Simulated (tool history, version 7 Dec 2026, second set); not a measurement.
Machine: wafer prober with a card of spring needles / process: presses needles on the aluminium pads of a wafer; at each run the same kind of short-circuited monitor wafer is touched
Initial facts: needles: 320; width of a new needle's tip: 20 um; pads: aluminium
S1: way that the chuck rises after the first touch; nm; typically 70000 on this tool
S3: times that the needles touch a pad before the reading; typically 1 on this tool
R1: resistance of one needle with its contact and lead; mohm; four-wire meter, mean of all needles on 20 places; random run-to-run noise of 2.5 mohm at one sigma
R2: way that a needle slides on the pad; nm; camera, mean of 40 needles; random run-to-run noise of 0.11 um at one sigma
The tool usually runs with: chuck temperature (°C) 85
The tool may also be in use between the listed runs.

Run 1, hour 0: usual settings. Result: R1 323 mohm, R2 16120 nm.
At hour 16.1: tips cleaned on abrasive film.
Run 2, hour 24.5: usual settings. Result: R1 304 mohm, R2 16340 nm.
At hour 44.5: tips cleaned on abrasive film.
Run 3, hour 67.6: usual settings. Result: R1 332 mohm, R2 16140 nm.
At hour 74.8: tips cleaned on abrasive film.
Run 4, hour 100.6: usual settings. Result: R1 337 mohm, R2 16050 nm.
At hour 104.9: tips cleaned on abrasive film.
Run 5, hour 128.1: usual settings. Result: R1 335 mohm, R2 16100 nm.
At hour 135.6: tips cleaned on abrasive film.
At hour 164.6: tips cleaned on abrasive film.
Run 6, hour 170.7: usual settings. Result: R1 309 mohm, R2 16050 nm.
At hour 194.9: tips cleaned on abrasive film.
Run 7, hour 211.7: usual settings. Result: R1 325 mohm, R2 15930 nm.
At hour 224: tips cleaned on abrasive film.
Run 8, hour 241.7: usual settings but chuck temperature (°C) 30, S3 2. Result: R1 297 mohm, R2 15900 nm.
At hour 254.2: tips cleaned on abrasive film.
Run 9, hour 279.8: usual settings but chuck temperature (°C) 30, S3 3. Result: R1 288 mohm, R2 15980 nm.
At hour 284.1: tips cleaned on abrasive film.
At hour 314.7: tips cleaned on abrasive film.
Run 10, hour 317.1: usual settings but chuck temperature (°C) 30, S3 3. Result: R1 277 mohm, R2 16110 nm.
At hour 346.1: tips cleaned on abrasive film.
Run 11, hour 363.9: usual settings but chuck temperature (°C) 30, S3 3. Result: R1 283 mohm, R2 16030 nm.

Consider 5 possible next runs. They are alternatives, not a sequence: every one starts from the tool as it was left by run 11. What does each give?
At hour 375.3: tips cleaned on abrasive film.
At hour 405.5: tips cleaned on abrasive film.
Run A, hour 411.4: usual settings but chuck temperature (°C) 103, S3 2. Result: R1 ?, R2 ?.
At hour 375.3: tips cleaned on abrasive film.
At hour 405.5: tips cleaned on abrasive film.
Run B, hour 411.4: usual settings but chuck temperature (°C) 29, S3 2. Result: R1 ?, R2 ?.
At hour 375.3: tips cleaned on abrasive film.
At hour 405.5: tips cleaned on abrasive film.
Run C, hour 411.4: usual settings but chuck temperature (°C) 92, S3 3. Result: R1 ?, R2 ?.
At hour 375.3: tips cleaned on abrasive film.
At hour 405.5: tips cleaned on abrasive film.
Run D, hour 411.4: usual settings but S1 78000 nm, chuck temperature (°C) 52, S3 2. Result: R1 ?, R2 ?.
At hour 375.3: tips cleaned on abrasive film.
At hour 405.5: tips cleaned on abrasive film.
Run E, hour 411.4: usual settings but S1 82000 nm, chuck temperature (°C) 99. Result: R1 ?, R2 ?.

run   R1     R2
  A  309  16010
  B  287  15930
  C  299  15840
  D  289  17790
  E  305  18880
Take away the tool's hidden state, keep each run's random variation, and the runs would have read:
run   R1     R2
  A  293  16350
  B  270  16280
  C  289  16190
  D  275  18130
  E  287  19230
